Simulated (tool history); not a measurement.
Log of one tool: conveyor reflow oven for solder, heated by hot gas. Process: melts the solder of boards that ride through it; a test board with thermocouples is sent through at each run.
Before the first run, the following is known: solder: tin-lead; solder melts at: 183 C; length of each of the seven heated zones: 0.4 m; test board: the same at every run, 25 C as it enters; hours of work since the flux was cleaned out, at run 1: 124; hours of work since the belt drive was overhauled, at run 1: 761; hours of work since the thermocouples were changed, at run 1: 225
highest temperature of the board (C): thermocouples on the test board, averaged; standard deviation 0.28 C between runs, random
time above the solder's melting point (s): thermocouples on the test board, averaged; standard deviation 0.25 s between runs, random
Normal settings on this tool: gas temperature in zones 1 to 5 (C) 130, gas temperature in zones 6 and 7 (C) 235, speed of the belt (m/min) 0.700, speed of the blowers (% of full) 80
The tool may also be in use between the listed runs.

run   hour  gas temperature in zones 1 to 5 (C)  gas temperature in zones 6 and 7 (C)  speed of the belt (m/min)  speed of the blowers (% of full)  hours of work since the flux was cleaned out  hours of work since the belt drive was overhauled  hours of work since the thermocouples were changed  highest temperature of the board (C)  time above the solder's melting point (s)
  1    0.0                                  130                                   235                      0.700                                80                                           124                                                761                                                 225                                 216.0                                       49.3
  2   34.2                                  130                                   235                      0.700                                80                                           145                                                782                                                 246                                 216.2                                       49.2
  3   53.8                                  130                                   235                      0.700                                83                                           158                                                795                                                 259                                 216.9                                       49.3
  4   81.3                                  130                                   235                      0.700                                83                                           175                                                812                                                 276                                 216.5                                       49.8
  5  104.6                                  130                                   235                      0.700                                83                                           190                                                827                                                 291                                 216.6                                       49.2
  6  137.9                                  130                                   235                      0.730                                80                                           211                                                848                                                 312                                 214.6                                       45.6
  7  170.2                                  130                                   235                      0.730                                80                                           232                                                869                                                 333                                 214.6                                       45.3
  8  185.7                                  130                                   240                      0.730                                80                                           242                                                879                                                 343                                 218.1                                       48.1
  9  218.4                                  130                                   240                      0.730                                80                                           263                                                900                                                 364                                 217.4                                       48.2
 10  248.6                                  130                                   240                      0.730                                80                                           282                                                919                                                 383                                 218.0                                       47.8
 11  275.7                                  130                                   240                      0.730                                80                                           299                                                936                                                 400                                 217.5                                       47.7
 12  296.1                                  130                                   240                      0.730                                80                                           312                                                949                                                 413                                 217.8                                       48.0
 13  316.0                                  130                                   239                      0.730                                86                                           325                                                962                                                 426                                 218.3                                       48.6
 14  345.3                                  143                                   235                      0.603                                58                                           343                                                980                                                 444                                 216.4                                       62.7
 15  370.2                                  143                                   235                      0.603                                58                                           359                                                996                                                 460                                 216.5                                       62.2

What will run 16 give?
 16  387.9                                  143                                   235                      0.603                                58                                           371                                               1007                                                 472                                     ?                                          ?

Logged for run 16: highest temperature of the board (C) 216.3, time above the solder's melting point (s) 62.2.
If the tool had no hidden condition, the same run with the same run-to-run variation would have returned highest temperature of the board (C) 217.7, time above the solder's melting point (s) 61.8.

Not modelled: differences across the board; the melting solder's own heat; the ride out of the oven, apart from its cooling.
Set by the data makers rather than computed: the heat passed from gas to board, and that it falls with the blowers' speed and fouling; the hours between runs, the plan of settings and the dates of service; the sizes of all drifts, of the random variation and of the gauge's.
